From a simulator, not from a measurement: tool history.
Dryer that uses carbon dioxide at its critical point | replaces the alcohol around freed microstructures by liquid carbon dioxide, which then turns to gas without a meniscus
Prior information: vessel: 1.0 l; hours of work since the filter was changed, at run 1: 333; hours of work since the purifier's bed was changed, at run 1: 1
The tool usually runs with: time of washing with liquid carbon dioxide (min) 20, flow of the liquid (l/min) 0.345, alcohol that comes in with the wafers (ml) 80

| run | hour | time of washing with liquid carbon dioxide (min) | flow of the liquid (l/min) | alcohol that comes in with the wafers (ml) | hours of work since the filter was changed | hours of work since the purifier's bed was changed | alcohol left in the vessel before it's heated (ppm by volume) |
|---|---|---|---|---|---|---|---|
| 1 | 0.0 | 20 | 0.345 | 80 | 333 | 1 | 366 |
| 2 | 18.7 | 20 | 0.345 | 80 | 341 | 9 | 374 |
| 3 | 29.9 | 20 | 0.345 | 80 | 346 | 14 | 371 |
| 4 | 50.8 | 20 | 0.345 | 80 | 355 | 23 | 392 |
| 5 | 71.2 | 20 | 0.345 | 80 | 364 | 32 | 396 |
| 6 | 85.6 | 20 | 0.345 | 80 | 370 | 38 | 408 |
| 7 | 100.7 | 20 | 0.345 | 80 | 377 | 45 | 393 |
| 8 | 122.3 | 20 | 0.388 | 80 | 386 | 54 | 215 |
| 9 | 136.8 | 22 | 0.345 | 80 | 392 | 60 | 249 |
| 10 | 155.7 | 22 | 0.345 | 80 | 400 | 68 | 254 |
| 11 | 166.9 | 22 | 0.345 | 80 | 405 | 73 | 249 |
| 12 | 185.4 | 20 | 0.345 | 96 | 413 | 81 | 497 |
| 13 | 199.7 | 20 | 0.345 | 80 | 419 | 87 | 431 |
| 14 | 219.8 | 20 | 0.219 | 80 | 428 | 96 | 2940 |
| 15 | 235.2 | 20 | 0.275 | 73 | 434 | 103 | 1163 |
| 16 | 256.7 | 20 | 0.463 | 79 | 444 | 112 | 119 |
|  | 261.5 | inlet filter changed |
| 17 | 275.4 | 20 | 0.238 | 80 | 6 | 120 | 1694 |
| 18 | 296.9 | 20 | 0.238 | 80 | 15 | 129 | 1647 |
| 19 | 309.4 | 20 | 0.345 | 21 | 21 | 134 | 119 |
| 20 | 321.1 | 20 | 0.345 | 21 | 26 | 139 | 121 |
| 21 | 335.3 | 17 | 0.575 | 32 | 32 | 145 | 58 |
| 22 | 354.5 | 31 | 0.228 | 38 | 40 | 154 | 182 |
| 23 | 366.4 | 15 | 0.350 | 58 | 45 | 159 | 823 |
| 24 | 378.7 | 25 | 0.232 | 80 | 50 | 164 | 780 |
| 25 | 389.7 | 25 | 0.232 | 80 | 55 | 169 | 805 |
| 26 | 408.1 | 25 | 0.232 | 30 | 63 | 177 | 353 |
| 27 | 422.5 | 18 | 0.473 | 78 | 69 | 183 | 152 |
| 28 | 442.5 | 29 | 0.542 | 42 | 78 | 191 | 76 |

Forecast each of these 3 alternatives for the next run:
| A | 454.0 | 19 | 0.500 | 116 | 83 | 196 | ? |
| B | 454.0 | 29 | 0.542 | 27 | 83 | 196 | ? |
| C | 454.0 | 29 | 0.288 | 42 | 83 | 196 | ? |

| run | alcohol left in the vessel before it's heated (ppm by volume) |
|---|---|
| A | 111 |
| B | 76 |
| C | 122 |
What these runs would have given with no unlogged condition in the tool:
| run | alcohol left in the vessel before it's heated (ppm by volume) |
|---|---|
| A | 36 |
| B | 8 |
| C | 48 |
